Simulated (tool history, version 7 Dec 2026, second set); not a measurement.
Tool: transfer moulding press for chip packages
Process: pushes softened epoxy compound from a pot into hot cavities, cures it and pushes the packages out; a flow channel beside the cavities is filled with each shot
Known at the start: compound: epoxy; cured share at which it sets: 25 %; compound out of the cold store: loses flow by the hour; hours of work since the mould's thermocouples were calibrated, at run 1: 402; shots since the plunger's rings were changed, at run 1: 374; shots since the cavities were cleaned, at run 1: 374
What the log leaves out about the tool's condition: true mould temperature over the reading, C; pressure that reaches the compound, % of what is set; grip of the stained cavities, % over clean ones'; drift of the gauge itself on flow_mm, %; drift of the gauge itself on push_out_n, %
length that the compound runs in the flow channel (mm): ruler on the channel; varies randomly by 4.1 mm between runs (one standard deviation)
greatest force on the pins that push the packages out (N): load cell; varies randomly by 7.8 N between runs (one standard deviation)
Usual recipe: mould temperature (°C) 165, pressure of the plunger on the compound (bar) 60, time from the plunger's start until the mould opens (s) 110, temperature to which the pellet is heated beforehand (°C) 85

| run | day | mould temperature (°C) | pressure of the plunger on the compound (bar) | time from the plunger's start until the mould opens (s) | temperature to which the pellet is heated beforehand (°C) | hours of work since the mould's thermocouples were calibrated | shots since the plunger's rings were changed | shots since the cavities were cleaned | incoming compound's hours out of the cold store | length that the compound runs in the flow channel (mm) | greatest force on the pins that push the packages out (N) |
|---|---|---|---|---|---|---|---|---|---|---|---|
| 1 | 0 | 165 | 60 | 110 | 85 | 402 | 374 | 374 | 24.9 | 910 | 506 |
| 2 | 0.671 | 165 | 58.9 | 110 | 85 | 414 | 596 | 596 | 47.4 | 789 | 546 |
|  | 0.804 | cavities cleaned with cleaning compound and waxed |
| 3 | 1.642 | 165 | 60 | 110 | 85 | 431 | 898 | 278 | 40.9 | 827 | 459 |
| 4 | 2.604 | 165 | 60 | 110 | 85 | 448 | 1217 | 597 | 31.8 | 866 | 548 |
|  | 2.717 | cavities cleaned with cleaning compound and waxed |
| 5 | 3.192 | 165 | 60 | 110 | 85 | 458 | 1391 | 157 | 44 | 806 | 403 |
| 6 | 3.583 | 165 | 60 | 110 | 85 | 465 | 1522 | 288 | 44.5 | 795 | 453 |
| 7 | 4.083 | 165 | 60 | 110 | 85 | 474 | 1687 | 453 | 17.4 | 938 | 506 |
|  | 4.662 | cavities cleaned with cleaning compound and waxed |
| 8 | 4.804 | 165 | 60 | 110 | 85 | 486 | 1906 | 48 | 18.8 | 924 | 375 |
| 9 | 5.288 | 165 | 60 | 110 | 85 | 494 | 2066 | 208 | 26.6 | 874 | 409 |
|  | 5.417 | mould's thermocouples calibrated |
| 10 | 5.992 | 165 | 60 | 110 | 85 | 10 | 2272 | 414 | 15.2 | 928 | 480 |
|  | 6.646 | cavities cleaned with cleaning compound and waxed |
| 11 | 6.646 | 165 | 60 | 110 | 85 | 21 | 2469 | 0 | 39.2 | 803 | 330 |
| 12 | 7.362 | 165 | 60 | 110 | 85 | 34 | 2707 | 238 | 10.1 | 958 | 456 |
| 13 | 8.054 | 165 | 60 | 110 | 85 | 47 | 2936 | 467 | 29 | 841 | 515 |
|  | 8.55 | cavities cleaned with cleaning compound and waxed |
|  | 8.754 | mould's thermocouples calibrated, once more |
| 14 | 8.921 | 165 | 60 | 110 | 85 | 3 | 3175 | 96 | 9 | 949 | 419 |
| 15 | 9.375 | 165 | 60 | 110 | 85 | 11 | 3326 | 247 | 27.3 | 851 | 457 |
| 16 | 10.067 | 159 | 47.7 | 94 | 77 | 24 | 3556 | 477 | 10.6 | 849 | 966 |
|  | 10.592 | cavities cleaned with cleaning compound and waxed |
| 17 | 10.854 | 167 | 47.7 | 106 | 79 | 37 | 3795 | 86 | 24.3 | 760 | 383 |
| 18 | 11.579 | 168 | 60 | 149 | 75 | 50 | 4037 | 328 | 22.5 | 851 | 445 |
| 19 | 12.146 | 164 | 60 | 149 | 75 | 60 | 4225 | 516 | 13.9 | 910 | 491 |
|  | 12.512 | cavities cleaned with cleaning compound and waxed |
| 20 | 12.771 | 166 | 72.5 | 110 | 85 | 70 | 4411 | 86 | 19.5 | 956 | 365 |
|  | 13.346 | plunger's sealing rings changed |
| 21 | 13.396 | 163 | 60 | 126 | 85 | 80 | 16 | 259 | 36.7 | 870 | 429 |
| 22 | 14.317 | 165 | 60 | 120 | 85 | 96 | 322 | 565 | 44.2 | 822 | 521 |
|  | 14.55 | cavities cleaned with cleaning compound and waxed |
| 23 | 14.988 | 171 | 54.1 | 138 | 89 | 107 | 524 | 146 | 32 | 825 | 387 |
| 24 | 15.392 | 171 | 54.1 | 138 | 89 | 115 | 658 | 280 | 26.1 | 844 | 437 |
| 25 | 15.988 | 171 | 54.1 | 138 | 89 | 126 | 856 | 478 | 9.2 | 930 | 473 |
|  | 16.462 | cavities cleaned with cleaning compound and waxed |
| 26 | 16.812 | 167 | 64.8 | 128 | 93 | 139 | 1109 | 117 | 34.1 | 895 | 374 |
| 27 | 17.7 | 167 | 64.8 | 128 | 89 | 155 | 1403 | 411 | 11.6 | 1005 | 481 |
|  | 18.4 | cavities cleaned with cleaning compound and waxed |
| 28 | 18.425 | 165 | 69.8 | 110 | 77 | 167 | 1623 | 8 | 36 | 904 | 346 |

Predict each of these 4 candidate next runs independently; none follows another, all start after run 28:
| A | 19.046 | 160 | 60 | 110 | 85 | 179 | 1829 | 214 | 42.6 | ? | ? |
| B | 19.046 | 172 | 68.4 | 92 | 85 | 179 | 1829 | 214 | 19.3 | ? | ? |
| C | 19.046 | 165 | 69.8 | 110 | 91 | 179 | 1829 | 214 | 17.9 | ? | ? |
| D | 19.046 | 163 | 60.5 | 119 | 85 | 179 | 1829 | 214 | 45.6 | ? | ? |

| run | length that the compound runs in the flow channel (mm) | greatest force on the pins that push the packages out (N) |
|---|---|---|
| A | 815 | 493 |
| B | 967 | 436 |
| C | 1005 | 444 |
| D | 800 | 434 |
With no hidden state in the tool, these same runs would have given:
| run | length that the compound runs in the flow channel (mm) | greatest force on the pins that push the packages out (N) |
|---|---|---|
| A | 846 | 379 |
| B | 1004 | 333 |
| C | 1043 | 340 |
| D | 830 | 331 |
